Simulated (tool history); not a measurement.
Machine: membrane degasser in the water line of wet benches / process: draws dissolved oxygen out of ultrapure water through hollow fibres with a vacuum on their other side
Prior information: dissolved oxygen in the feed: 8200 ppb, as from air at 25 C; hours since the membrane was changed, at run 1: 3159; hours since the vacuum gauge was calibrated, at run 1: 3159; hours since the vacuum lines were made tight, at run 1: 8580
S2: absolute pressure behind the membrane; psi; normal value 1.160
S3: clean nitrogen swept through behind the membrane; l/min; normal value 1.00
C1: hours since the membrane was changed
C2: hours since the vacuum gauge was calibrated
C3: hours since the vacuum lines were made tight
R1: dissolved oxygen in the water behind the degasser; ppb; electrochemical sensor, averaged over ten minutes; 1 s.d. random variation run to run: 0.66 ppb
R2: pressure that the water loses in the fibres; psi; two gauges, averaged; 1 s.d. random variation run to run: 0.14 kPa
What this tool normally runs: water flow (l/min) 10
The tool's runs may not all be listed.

Run 1, hour 0.0: usual settings; C1 3159; C2 3159; C3 8580. Result: R1 130.3 ppb, R2 7.555 psi.
Run 2, hour 208.8: usual settings; C1 3367; C2 3367; C3 8789. Result: R1 130.7 ppb, R2 7.613 psi.
Run 3, hour 382.9: usual settings; C1 3542; C2 3542; C3 8963. Result: R1 130.9 ppb, R2 7.572 psi.
Run 4, hour 567.9: usual settings; C1 3727; C2 3727; C3 9148. Result: R1 130.3 ppb, R2 7.636 psi.
Run 5, hour 708.5: usual settings; C1 3867; C2 3867; C3 9289. Result: R1 131.3 ppb, R2 7.603 psi.
Run 6, hour 819.8: usual settings; C1 3978; C2 3978; C3 9400. Result: R1 132.8 ppb, R2 7.609 psi.
Run 7, hour 980.4: usual settings; C1 4139; C2 4139; C3 9561. Result: R1 131.2 ppb, R2 7.604 psi.
Run 8, hour 1153.5: usual settings; C1 4312; C2 4312; C3 9734. Result: R1 133.7 ppb, R2 7.613 psi.
Run 9, hour 1304.6: usual settings but water flow (l/min) 7; C1 4463; C2 4463; C3 9885. Result: R1 92.8 ppb, R2 5.336 psi.
Run 10, hour 1494.0: usual settings but water flow (l/min) 7; C1 4653; C2 4653; C3 10074. Result: R1 93.9 ppb, R2 5.362 psi.
Run 11, hour 1583.3: usual settings but S3 2.18 l/min; C1 4742; C2 4742; C3 10164. Result: R1 70.2 ppb, R2 7.620 psi.
Run 12, hour 1721.9: usual settings; C1 4881; C2 4881; C3 10302. Result: R1 131.4 ppb, R2 7.641 psi.
Run 13, hour 1900.7: usual settings but S2 0.719 psi; C1 5059; C2 5059; C3 10481. Result: R1 57.6 ppb, R2 7.626 psi.
Run 14, hour 2080.2: usual settings but S2 0.719 psi; C1 5239; C2 5239; C3 10660. Result: R1 58.0 ppb, R2 7.651 psi.
Run 15, hour 2208.4: usual settings but S2 0.719 psi; C1 5367; C2 5367; C3 10789. Result: R1 57.7 ppb, R2 7.655 psi.
Run 16, hour 2361.2: usual settings but S3 2.06 l/min; C1 5520; C2 5520; C3 10941. Result: R1 73.7 ppb, R2 7.641 psi.
Run 17, hour 2552.3: usual settings but water flow (l/min) 8, S2 1.727 psi, S3 1.55 l/min; C1 5711; C2 5711; C3 11133. Result: R1 126.4 ppb, R2 6.135 psi.
At hour 2646.4: vacuum gauge calibrated.
Run 18, hour 2690.2: usual settings but water flow (l/min) 8, S2 0.706 psi, S3 1.55 l/min; C1 5848; C2 44; C3 11270. Result: R1 28.0 ppb, R2 6.125 psi.
Run 19, hour 2819.0: usual settings but water flow (l/min) 8, S2 0.706 psi, S3 1.55 l/min; C1 5977; C2 173; C3 11399. Result: R1 27.6 ppb, R2 6.145 psi.
Run 20, hour 2958.2: usual settings but water flow (l/min) 8, S2 0.706 psi, S3 1.55 l/min; C1 6116; C2 312; C3 11538. Result: R1 28.1 ppb, R2 6.108 psi.
Run 21, hour 3113.6: usual settings but water flow (l/min) 7, S2 1.967 psi, S3 0.71 l/min; C1 6272; C2 467; C3 11693. Result: R1 266.4 ppb, R2 5.361 psi.
Run 22, hour 3277.3: usual settings but water flow (l/min) 7, S2 1.967 psi, S3 0.71 l/min; C1 6435; C2 631; C3 11857. Result: R1 265.0 ppb, R2 5.369 psi.

Run 23, settings as shown, results not yet in. Your forecast:
Run 23, hour 3413.6: usual settings but water flow (l/min) 15; C1 6572; C2 767; C3 11993. Result: R1 ?, R2 ?.

Run 23 came out at R1 211.2 ppb, R2 11.535 psi.
With the hidden condition absent and the run-to-run variation left alone, this run would have shown R1 200.3 ppb, R2 11.313 psi.
